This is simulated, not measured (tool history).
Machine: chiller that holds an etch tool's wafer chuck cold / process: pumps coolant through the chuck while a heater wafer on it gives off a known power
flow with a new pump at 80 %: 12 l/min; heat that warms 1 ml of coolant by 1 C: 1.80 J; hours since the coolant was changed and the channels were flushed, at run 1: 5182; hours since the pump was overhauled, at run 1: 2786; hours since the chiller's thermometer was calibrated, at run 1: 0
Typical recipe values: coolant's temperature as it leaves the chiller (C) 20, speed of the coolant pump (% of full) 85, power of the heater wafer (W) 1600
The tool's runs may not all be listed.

run	hour	coolant's temperature as it leaves the chiller (C)	speed of the coolant pump (% of full)	power of the heater wafer (W)	hours since the coolant was changed and the channels were flushed	hours since the pump was overhauled	hours since the chiller's thermometer was calibrated	chuck's temperature once it has settled (K)	how much warmer the coolant comes back (C)
1	0	20	85	1600	5182	2786	0	302.85	4.16
2	75.6	20	85	1600	5257	2861	76	302.95	4.26
3	168.3	20	85	1600	5350	2954	168	303.05	4.18
4	268.9	20	92	1600	5451	3055	269	302.25	3.84
5	374	20	92	1600	5556	3160	374	302.25	3.8
6	438.1	20	92	1600	5620	3224	438	302.15	3.84
7	520.4	20	85	1600	5702	3306	520	302.85	4.07
8	584.8	20	85	1254	5766	3371	585	300.75	3.15
9	645.9	20	85	1254	5828	3432	646	300.85	3.13
10	691.9	20	85	1254	5874	3478	692	300.75	3.18
11	766.5	20	85	1600	5948	3552	767	302.95	4.06
# hour 833.9: coolant changed, channels flushed
12	865.5	20	85	1600	32	3645	859	302.95	4.04
13	940	20	85	1269	106	3720	934	300.65	3.14
14	987.3	14	97	1158	153	3767	981	293.55	2.53
15	1053.1	29	64	1983	219	3833	1047	317.85	6.76
16	1123.4	29	64	1983	289	3903	1117	317.75	6.71
17	1211.3	27	93	1600	377	3991	1205	309.35	3.61
18	1281.9	13	69	1847	448	4062	1276	299.75	5.67
19	1376.3	24	81	2209	542	4156	1370	311.15	5.86
20	1451.8	26	61	1565	618	4232	1446	312.15	5.39
21	1502	13	85	1404	668	4282	1496	294.75	3.45
22	1564.8	13	85	1404	731	4345	1559	294.65	3.38
23	1641	20	85	1716	807	4421	1635	303.65	4.18
24	1707.4	27	85	1756	873	4487	1701	310.85	4.33
25	1762	29	62	2219	928	4542	1756	319.95	7.63
# hour 1770.6: gauge calibrated
26	1812.5	20	85	925	979	4592	1806	298.85	2.41

What if the next run were any one of these 4? Each begins from the tool's condition after run 26:
A	1906.8	18	74	1882	1073	4687	1901	?	?
B	1906.8	16	64	1286	1073	4687	1901	?	?
C	1906.8	25	76	882	1073	4687	1901	?	?
D	1906.8	25	76	1609	1073	4687	1901	?	?

run	chuck's temperature once it has settled (K)	how much warmer the coolant comes back (C)
A	304.25	5.63
B	299.35	4.44
C	304.15	2.56
D	308.85	4.72
Stripped of hidden state, with their random variation kept, the same runs would have yielded:
run	chuck's temperature once it has settled (K)	how much warmer the coolant comes back (C)
A	304.25	5.65
B	299.35	4.46
C	304.15	2.58
D	308.85	4.73
